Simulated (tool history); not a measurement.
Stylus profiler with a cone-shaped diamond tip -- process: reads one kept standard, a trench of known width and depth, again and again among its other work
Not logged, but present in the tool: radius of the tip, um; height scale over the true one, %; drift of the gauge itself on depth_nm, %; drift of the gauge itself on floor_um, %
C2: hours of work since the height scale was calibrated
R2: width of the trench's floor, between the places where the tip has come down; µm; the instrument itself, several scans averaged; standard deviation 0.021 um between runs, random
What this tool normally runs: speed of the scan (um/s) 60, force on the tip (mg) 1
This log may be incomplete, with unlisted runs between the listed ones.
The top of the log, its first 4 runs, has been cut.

-- day=18.062 new tip fitted, height scale calibrated
run 5 day=19.867 | speed_of_the_scan_(um/s)=60 force_on_the_tip_(mg)=2.93 | scans_with_this_tip=311 C2=26 | depth_of_the_trench_(nm)=101.22 R2=28.38
run 6 day=23.875 | speed_of_the_scan_(um/s)=60 force_on_the_tip_(mg)=1 | scans_with_this_tip=1003 C2=85 | depth_of_the_trench_(nm)=100.55 R2=28.21
run 7 day=28.258 | speed_of_the_scan_(um/s)=60 force_on_the_tip_(mg)=1 | scans_with_this_tip=1759 C2=149 | depth_of_the_trench_(nm)=100.52 R2=28.23
run 8 day=30.704 | speed_of_the_scan_(um/s)=60 force_on_the_tip_(mg)=1 | scans_with_this_tip=2182 C2=185 | depth_of_the_trench_(nm)=100.53 R2=28.22
run 9 day=33.758 | speed_of_the_scan_(um/s)=60 force_on_the_tip_(mg)=1 | scans_with_this_tip=2708 C2=230 | depth_of_the_trench_(nm)=100.49 R2=28.19
run 10 day=39 | speed_of_the_scan_(um/s)=60 force_on_the_tip_(mg)=0.49 | scans_with_this_tip=3613 C2=307 | depth_of_the_trench_(nm)=100.3 R2=27.98
run 11 day=42.921 | speed_of_the_scan_(um/s)=60 force_on_the_tip_(mg)=1.09 | scans_with_this_tip=4290 C2=364 | depth_of_the_trench_(nm)=100.49 R2=28.09
run 12 day=46.396 | speed_of_the_scan_(um/s)=60 force_on_the_tip_(mg)=0.51 | scans_with_this_tip=4889 C2=415 | depth_of_the_trench_(nm)=100.24 R2=28
run 13 day=49.088 | speed_of_the_scan_(um/s)=60 force_on_the_tip_(mg)=1 | scans_with_this_tip=5354 C2=455 | depth_of_the_trench_(nm)=100.44 R2=28.04
run 14 day=52.9 | speed_of_the_scan_(um/s)=60 force_on_the_tip_(mg)=1 | scans_with_this_tip=6012 C2=511 | depth_of_the_trench_(nm)=100.42 R2=28.05
run 15 day=56.917 | speed_of_the_scan_(um/s)=60 force_on_the_tip_(mg)=1.42 | scans_with_this_tip=6705 C2=569 | depth_of_the_trench_(nm)=100.58 R2=28.11
run 16 day=59.908 | speed_of_the_scan_(um/s)=60 force_on_the_tip_(mg)=1 | scans_with_this_tip=7221 C2=613 | depth_of_the_trench_(nm)=100.39 R2=28.05
run 17 day=65.225 | speed_of_the_scan_(um/s)=60 force_on_the_tip_(mg)=1 | scans_with_this_tip=8139 C2=691 | depth_of_the_trench_(nm)=100.37 R2=28.03
run 18 day=70.458 | speed_of_the_scan_(um/s)=60 force_on_the_tip_(mg)=1 | scans_with_this_tip=9043 C2=768 | depth_of_the_trench_(nm)=100.35 R2=28.02
run 19 day=73.05 | speed_of_the_scan_(um/s)=60 force_on_the_tip_(mg)=1 | scans_with_this_tip=9489 C2=806 | depth_of_the_trench_(nm)=100.32 R2=27.94
run 20 day=77.546 | speed_of_the_scan_(um/s)=22 force_on_the_tip_(mg)=1 | scans_with_this_tip=10266 C2=872 | depth_of_the_trench_(nm)=100.3 R2=28.2
run 21 day=80.521 | speed_of_the_scan_(um/s)=60 force_on_the_tip_(mg)=1 | scans_with_this_tip=10779 C2=915 | depth_of_the_trench_(nm)=100.3 R2=27.93
run 22 day=84.321 | speed_of_the_scan_(um/s)=60 force_on_the_tip_(mg)=1 | scans_with_this_tip=11435 C2=971 | depth_of_the_trench_(nm)=100.3 R2=27.91
run 23 day=87.712 | speed_of_the_scan_(um/s)=60 force_on_the_tip_(mg)=1.27 | scans_with_this_tip=12020 C2=1021 | depth_of_the_trench_(nm)=100.32 R2=27.94
run 24 day=92.917 | speed_of_the_scan_(um/s)=60 force_on_the_tip_(mg)=2.88 | scans_with_this_tip=12918 C2=1097 | depth_of_the_trench_(nm)=100.84 R2=28.02
run 25 day=96.533 | speed_of_the_scan_(um/s)=60 force_on_the_tip_(mg)=2.88 | scans_with_this_tip=13543 C2=1150 | depth_of_the_trench_(nm)=100.85 R2=28.01

For run 26, what comes out?
-- day=98.512 new tip fitted, height scale calibrated
run 26 day=100.533 | speed_of_the_scan_(um/s)=60 force_on_the_tip_(mg)=2.88 | scans_with_this_tip=348 C2=30 | depth_of_the_trench_(nm)=? R2=?

For run 26 the tool returned depth of the trench (nm) 101.21, R2 28.34 µm.
Were there no unlogged condition in the tool, this run, its random variation unchanged, would have produced depth of the trench (nm) 101.18, R2 28.36 µm.
